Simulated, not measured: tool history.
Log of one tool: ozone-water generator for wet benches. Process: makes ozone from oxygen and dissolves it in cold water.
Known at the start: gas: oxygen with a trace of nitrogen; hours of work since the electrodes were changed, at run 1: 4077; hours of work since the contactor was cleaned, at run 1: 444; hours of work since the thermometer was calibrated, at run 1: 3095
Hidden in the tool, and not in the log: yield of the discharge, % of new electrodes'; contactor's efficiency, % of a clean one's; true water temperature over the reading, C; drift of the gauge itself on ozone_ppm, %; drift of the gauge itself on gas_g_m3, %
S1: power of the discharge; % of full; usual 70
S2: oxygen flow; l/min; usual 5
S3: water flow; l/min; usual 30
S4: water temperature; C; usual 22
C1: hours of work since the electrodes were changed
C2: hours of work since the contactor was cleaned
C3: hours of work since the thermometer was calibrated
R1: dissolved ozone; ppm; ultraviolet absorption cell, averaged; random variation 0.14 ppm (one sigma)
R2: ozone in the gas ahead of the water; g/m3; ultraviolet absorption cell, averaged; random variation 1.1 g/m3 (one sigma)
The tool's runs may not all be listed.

| run | hour | S1 | S2 | S3 | S4 | C1 | C2 | C3 | R1 | R2 |
|---|---|---|---|---|---|---|---|---|---|---|
| 1 | 0 | 70 | 5 | 30 | 22 | 4077 | 444 | 3095 | 13.1 | 169.4 |
| 2 | 171.9 | 70 | 5 | 30 | 22 | 4233 | 600 | 3250 | 12.6 | 170.5 |
| 3 | 346.5 | 70 | 6.62 | 30 | 22 | 4391 | 758 | 3408 | 13 | 147.3 |
| 4 | 486.7 | 70 | 5 | 30 | 22 | 4517 | 884 | 3535 | 12.6 | 168.8 |
| 5 | 570.5 | 70 | 3.95 | 30 | 22 | 4593 | 960 | 3611 | 11.9 | 187.7 |
| 6 | 677.4 | 70 | 5 | 30 | 17 | 4690 | 1057 | 3708 | 13.3 | 165.5 |
| 7 | 820.4 | 70 | 5 | 30 | 17 | 4820 | 1187 | 3837 | 12.6 | 165 |
|  | 835.8 | water thermometer calibrated |
| 8 | 981.7 | 70 | 5 | 30 | 17 | 4965 | 1332 | 132 | 12.9 | 162.7 |
| 9 | 1086.7 | 70 | 5 | 30 | 17 | 5060 | 1427 | 227 | 13 | 162.9 |
| 10 | 1261.3 | 40 | 5 | 30 | 22 | 5218 | 1585 | 385 | 7.8 | 106.9 |
| 11 | 1439 | 70 | 5 | 30 | 22 | 5379 | 1746 | 546 | 11.9 | 161.3 |
| 12 | 1518.2 | 70 | 5 | 30 | 22 | 5451 | 1818 | 618 | 11.9 | 160.6 |
| 13 | 1665.8 | 70 | 5 | 30 | 22 | 5584 | 1951 | 751 | 11.6 | 158.7 |
| 14 | 1787.2 | 96 | 8.43 | 30 | 22 | 5694 | 2061 | 861 | 15.2 | 152.5 |
| 15 | 1905.1 | 96 | 4.45 | 20 | 22 | 5801 | 2168 | 968 | 19.2 | 207.4 |
| 16 | 2030.7 | 42 | 3.92 | 42 | 14 | 5915 | 2282 | 1082 | 5.8 | 121.3 |
| 17 | 2189 | 78 | 5.48 | 42 | 14 | 6058 | 2425 | 1225 | 9.9 | 160.5 |
| 18 | 2344 | 78 | 5.48 | 42 | 14 | 6198 | 2565 | 1365 | 10.1 | 158.9 |
| 19 | 2440.3 | 75 | 5.48 | 23 | 14 | 6285 | 2652 | 1452 | 16 | 152.1 |
| 20 | 2539.6 | 75 | 5.48 | 23 | 14 | 6375 | 2742 | 1542 | 15.9 | 153.7 |
| 21 | 2644.9 | 75 | 7.21 | 23 | 15 | 6470 | 2837 | 1637 | 16 | 132.5 |
| 22 | 2732.6 | 42 | 7.48 | 44 | 30 | 6550 | 2917 | 1717 | 5.3 | 86.8 |
| 23 | 2813.3 | 41 | 8.44 | 44 | 25 | 6623 | 2990 | 1790 | 5.6 | 81 |

Forecast each of these 3 alternatives for the next run:
|  | 2935.4 | electrodes of the discharge changed |
| A | 2953.2 | 91 | 8.44 | 22 | 25 | 16 | 3111 | 1911 | ? | ? |
|  | 2935.4 | electrodes of the discharge changed |
| B | 2953.2 | 72 | 5 | 33 | 22 | 16 | 3111 | 1911 | ? | ? |
|  | 2935.4 | electrodes of the discharge changed |
| C | 2953.2 | 68 | 5 | 30 | 15 | 16 | 3111 | 1911 | ? | ? |

| run | R1 | R2 |
|---|---|---|
| A | 22.3 | 198.6 |
| B | 13.8 | 207.3 |
| C | 15.2 | 196.4 |
Without the tool's hidden state the same runs would have given:
| run | R1 | R2 |
|---|---|---|
| A | 23.9 | 199.7 |
| B | 14.9 | 208.3 |
| C | 16.4 | 197.3 |

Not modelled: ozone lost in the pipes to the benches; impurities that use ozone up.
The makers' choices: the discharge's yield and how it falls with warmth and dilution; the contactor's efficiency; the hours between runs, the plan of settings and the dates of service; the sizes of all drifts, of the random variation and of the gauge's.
